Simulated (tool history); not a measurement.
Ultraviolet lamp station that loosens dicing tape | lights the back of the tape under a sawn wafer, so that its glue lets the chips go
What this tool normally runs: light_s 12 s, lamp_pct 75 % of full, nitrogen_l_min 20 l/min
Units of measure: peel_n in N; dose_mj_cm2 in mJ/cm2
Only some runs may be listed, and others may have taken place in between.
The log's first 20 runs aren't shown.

| run | day | light_s | lamp_pct | nitrogen_l_min | peel_n | dose_mj_cm2 |
|---|---|---|---|---|---|---|
| 21 | 31.896 | 12 | 67 | 20 | 0.574 | 399 |
| 22 | 33.092 | 17 | 75 | 20 | 0.249 | 622 |
|  | 33.238 | window cleaned of glue's vapour |
| 23 | 34.721 | 17 | 96 | 7 | 0.241 | 796 |
| 24 | 36.638 | 12 | 83 | 28 | 0.332 | 489 |
| 25 | 37.683 | 12 | 83 | 28 | 0.335 | 488 |
| 26 | 39.729 | 16 | 61 | 20 | 0.391 | 478 |
| 27 | 41.142 | 8 | 75 | 20 | 1.032 | 292 |
| 28 | 42.975 | 9 | 75 | 14 | 0.969 | 326 |
| 29 | 44.942 | 17 | 75 | 13 | 0.291 | 628 |
| 30 | 46.317 | 6 | 75 | 20 | 1.688 | 222 |
| 31 | 47.446 | 23 | 75 | 10 | 0.231 | 849 |
| 32 | 48.479 | 20 | 75 | 9 | 0.262 | 742 |
| 33 | 49.962 | 20 | 75 | 9 | 0.260 | 736 |
| 34 | 51.579 | 20 | 75 | 9 | 0.250 | 737 |
| 35 | 53.679 | 21 | 75 | 6 | 0.284 | 779 |
| 36 | 55.058 | 14 | 79 | 23 | 0.294 | 537 |
| 37 | 56.667 | 14 | 79 | 23 | 0.286 | 542 |
| 38 | 58.096 | 7 | 85 | 7 | 1.566 | 286 |
| 39 | 59.917 | 17 | 67 | 7 | 0.473 | 558 |
| 40 | 61.083 | 17 | 90 | 7 | 0.266 | 751 |
| 41 | 62.842 | 8 | 78 | 7 | 1.505 | 305 |
| 42 | 64.771 | 9 | 75 | 36 | 0.685 | 328 |

Forecast each of these 5 alternatives for the next run:
| A | 66.129 | 12 | 66 | 11 | ? | ? |
| B | 66.129 | 9 | 75 | 35 | ? | ? |
| C | 66.129 | 12 | 69 | 10 | ? | ? |
| D | 66.129 | 9 | 79 | 27 | ? | ? |
| E | 66.129 | 19 | 75 | 20 | ? | ? |

| run | peel_n | dose_mj_cm2 |
|---|---|---|
| A | 0.771 | 385 |
| B | 0.679 | 328 |
| C | 0.774 | 406 |
| D | 0.669 | 348 |
| E | 0.224 | 701 |
Stripped of hidden state, with their random variation kept, the same runs would have yielded:
| run | peel_n | dose_mj_cm2 |
|---|---|---|
| A | 0.766 | 386 |
| B | 0.674 | 329 |
| C | 0.769 | 407 |
| D | 0.665 | 349 |
| E | 0.223 | 703 |
